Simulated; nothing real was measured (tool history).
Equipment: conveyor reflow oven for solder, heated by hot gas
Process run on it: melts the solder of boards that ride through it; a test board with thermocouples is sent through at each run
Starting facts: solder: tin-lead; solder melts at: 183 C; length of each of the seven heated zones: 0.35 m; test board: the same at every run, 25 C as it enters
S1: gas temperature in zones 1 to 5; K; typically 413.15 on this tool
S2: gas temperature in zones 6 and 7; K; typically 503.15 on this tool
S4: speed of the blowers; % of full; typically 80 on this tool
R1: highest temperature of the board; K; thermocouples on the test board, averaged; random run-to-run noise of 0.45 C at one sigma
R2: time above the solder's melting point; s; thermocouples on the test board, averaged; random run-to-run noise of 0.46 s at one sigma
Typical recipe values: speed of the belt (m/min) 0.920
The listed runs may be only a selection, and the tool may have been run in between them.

Run 1, hour 0.0: usual settings. Result: R1 482.35 K, R2 30.2 s.
Run 2, hour 88.2: usual settings. Result: R1 482.85 K, R2 28.6 s.
Run 3, hour 157.2: usual settings. Result: R1 481.85 K, R2 28.9 s.
Run 4, hour 232.7: usual settings but S2 501.15 K. Result: R1 479.65 K, R2 27.7 s.
Run 5, hour 287.8: usual settings but S2 501.15 K. Result: R1 479.75 K, R2 28.1 s.
Run 6, hour 339.0: usual settings but S2 501.15 K. Result: R1 479.85 K, R2 27.5 s.
Run 7, hour 386.8: usual settings but S4 79 % of full. Result: R1 479.05 K, R2 28.1 s.
At hour 404.5: flux residue cleaned out of gas plates and filters.
Run 8, hour 453.2: usual settings but S4 79 % of full. Result: R1 485.95 K, R2 31.3 s.
Run 9, hour 491.3: usual settings but S1 398.15 K. Result: R1 482.35 K, R2 28.6 s.
Run 10, hour 564.6: usual settings but S1 398.15 K. Result: R1 482.05 K, R2 27.4 s.
Run 11, hour 622.1: usual settings but S1 412.15 K. Result: R1 484.55 K, R2 31.1 s.
Run 12, hour 681.6: usual settings but S1 412.15 K, speed of the belt (m/min) 0.911. Result: R1 484.85 K, R2 32.1 s.
Run 13, hour 733.3: usual settings. Result: R1 484.35 K, R2 30.6 s.
At hour 762.3: thermocouples of zones 6 and 7 changed.
Run 14, hour 774.4: usual settings but S1 419.15 K, speed of the belt (m/min) 0.922, S4 68 % of full. Result: R1 480.75 K, R2 30.0 s.
Run 15, hour 843.8: usual settings but S1 419.15 K, S2 508.15 K, speed of the belt (m/min) 0.753, S4 68 % of full. Result: R1 492.45 K, R2 45.7 s.
Run 16, hour 935.4: usual settings but S4 59 % of full. Result: R1 476.35 K, R2 25.3 s.
Run 17, hour 991.2: usual settings but S1 418.15 K, speed of the belt (m/min) 1.003. Result: R1 479.95 K, R2 25.8 s.
Run 18, hour 1062.9: usual settings but S2 511.15 K, S4 86 % of full. Result: R1 488.65 K, R2 33.4 s.
Run 19, hour 1124.5: usual settings but S1 427.15 K, S2 494.15 K, speed of the belt (m/min) 0.992, S4 68 % of full. Result: R1 473.25 K, R2 22.9 s.
At hour 1173.6: flux residue cleaned out of gas plates and filters.
Run 20, hour 1188.8: usual settings but S1 403.15 K, S2 494.15 K, speed of the belt (m/min) 0.766, S4 72 % of full. Result: R1 480.95 K, R2 33.7 s.
Run 21, hour 1244.3: usual settings but S1 412.15 K, S2 504.15 K, speed of the belt (m/min) 0.951, S4 78 % of full. Result: R1 483.35 K, R2 30.4 s.
Run 22, hour 1320.8: usual settings but S1 412.15 K, S2 504.15 K, speed of the belt (m/min) 0.951, S4 78 % of full. Result: R1 483.15 K, R2 29.4 s.
Run 23, hour 1410.5: usual settings but S1 412.15 K, S2 495.15 K, speed of the belt (m/min) 0.909, S4 78 % of full. Result: R1 477.65 K, R2 27.3 s.
Run 24, hour 1474.0: usual settings but S1 412.15 K, S2 495.15 K, speed of the belt (m/min) 0.960, S4 78 % of full. Result: R1 475.55 K, R2 24.2 s.
Run 25, hour 1511.7: usual settings but S1 401.15 K, S2 516.15 K, speed of the belt (m/min) 0.779, S4 82 % of full. Result: R1 497.75 K, R2 43.5 s.
Run 26, hour 1600.5: usual settings but S1 420.15 K, speed of the belt (m/min) 0.744. Result: R1 491.35 K, R2 46.1 s.

Below are 3 alternative next runs, each starting from the tool's condition after run 26. Predict each:
Run A, hour 1668.7: usual settings but S1 423.15 K, speed of the belt (m/min) 0.974, S4 51 % of full. Result: R1 ?, R2 ?.
Run B, hour 1668.7: usual settings but S1 418.15 K, S2 513.15 K, speed of the belt (m/min) 0.977. Result: R1 ?, R2 ?.
Run C, hour 1668.7: usual settings but S1 423.15 K, S2 515.15 K, speed of the belt (m/min) 0.744, S4 74 % of full. Result: R1 ?, R2 ?.

run      R1    R2
  A  475.75  25.7
  B  489.95  33.3
  C  500.85  51.9
With no hidden state in the tool, these same runs would have given:
run      R1    R2
  A  476.95  26.4
  B  491.75  33.8
  C  501.65  51.3
